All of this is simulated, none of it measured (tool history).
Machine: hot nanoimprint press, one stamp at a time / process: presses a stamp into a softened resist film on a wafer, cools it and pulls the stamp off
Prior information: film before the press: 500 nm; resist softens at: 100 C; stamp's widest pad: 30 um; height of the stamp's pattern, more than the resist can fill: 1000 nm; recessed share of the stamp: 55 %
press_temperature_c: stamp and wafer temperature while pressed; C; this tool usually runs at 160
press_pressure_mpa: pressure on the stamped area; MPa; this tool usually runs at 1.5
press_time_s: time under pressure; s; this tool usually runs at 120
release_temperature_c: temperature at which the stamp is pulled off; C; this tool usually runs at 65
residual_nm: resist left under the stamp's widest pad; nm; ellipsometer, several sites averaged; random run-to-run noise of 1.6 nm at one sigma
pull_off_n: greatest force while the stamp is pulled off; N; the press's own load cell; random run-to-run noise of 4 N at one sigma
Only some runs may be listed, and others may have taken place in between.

Run 1, hour 0: usual settings. Result: residual_nm 248.7 nm, pull_off_n 192 N.
Run 2, hour 19.7: usual settings. Result: residual_nm 254.3 nm, pull_off_n 192 N.
Run 3, hour 33.7: usual settings but press_time_s 61 s. Result: residual_nm 311.8 nm, pull_off_n 197 N.
Run 4, hour 50.4: usual settings but press_temperature_c 167 C. Result: residual_nm 192 nm, pull_off_n 196 N.
Run 5, hour 82: usual settings but press_temperature_c 167 C. Result: residual_nm 192.4 nm, pull_off_n 192 N.
Run 6, hour 113.6: usual settings but press_temperature_c 167 C. Result: residual_nm 191.2 nm, pull_off_n 191 N.
Run 7, hour 138: usual settings but press_temperature_c 167 C. Result: residual_nm 193.8 nm, pull_off_n 189 N.
Run 8, hour 159.1: usual settings but press_temperature_c 167 C, press_time_s 137 s. Result: residual_nm 182.4 nm, pull_off_n 198 N.
Run 9, hour 176.4: usual settings but press_temperature_c 167 C, press_time_s 137 s. Result: residual_nm 181.9 nm, pull_off_n 196 N.
Run 10, hour 191.9: usual settings but press_temperature_c 167 C, press_time_s 137 s. Result: residual_nm 184.5 nm, pull_off_n 199 N.
Run 11, hour 221.6: usual settings. Result: residual_nm 256.2 nm, pull_off_n 198 N.
Run 12, hour 243.6: usual settings. Result: residual_nm 252.9 nm, pull_off_n 196 N.
Run 13, hour 263.6: usual settings but press_time_s 141 s. Result: residual_nm 238.5 nm, pull_off_n 195 N.
Run 14, hour 278.3: usual settings but press_temperature_c 165 C, press_pressure_mpa 2.31 MPa. Result: residual_nm 164.8 nm, pull_off_n 191 N.
Run 15, hour 305.4: usual settings but press_pressure_mpa 1.69 MPa, press_time_s 205 s. Result: residual_nm 197.8 nm, pull_off_n 192 N.
At hour 316.3: stamp cleaned and given a new release coat.
Run 16, hour 328.2: usual settings but press_pressure_mpa 1.69 MPa, press_time_s 205 s, release_temperature_c 58 C. Result: residual_nm 196.7 nm, pull_off_n 221 N.

Forecast run 17:
Run 17, hour 356: usual settings but press_pressure_mpa 1.04 MPa, press_time_s 92 s, release_temperature_c 72 C. Result: residual_nm ?, pull_off_n ?.

For run 17 the tool returned residual_nm 320.4 nm, pull_off_n 168 N.
Minus the tool's unlogged condition, the same run would have read residual_nm 320.2 nm, pull_off_n 168 N.

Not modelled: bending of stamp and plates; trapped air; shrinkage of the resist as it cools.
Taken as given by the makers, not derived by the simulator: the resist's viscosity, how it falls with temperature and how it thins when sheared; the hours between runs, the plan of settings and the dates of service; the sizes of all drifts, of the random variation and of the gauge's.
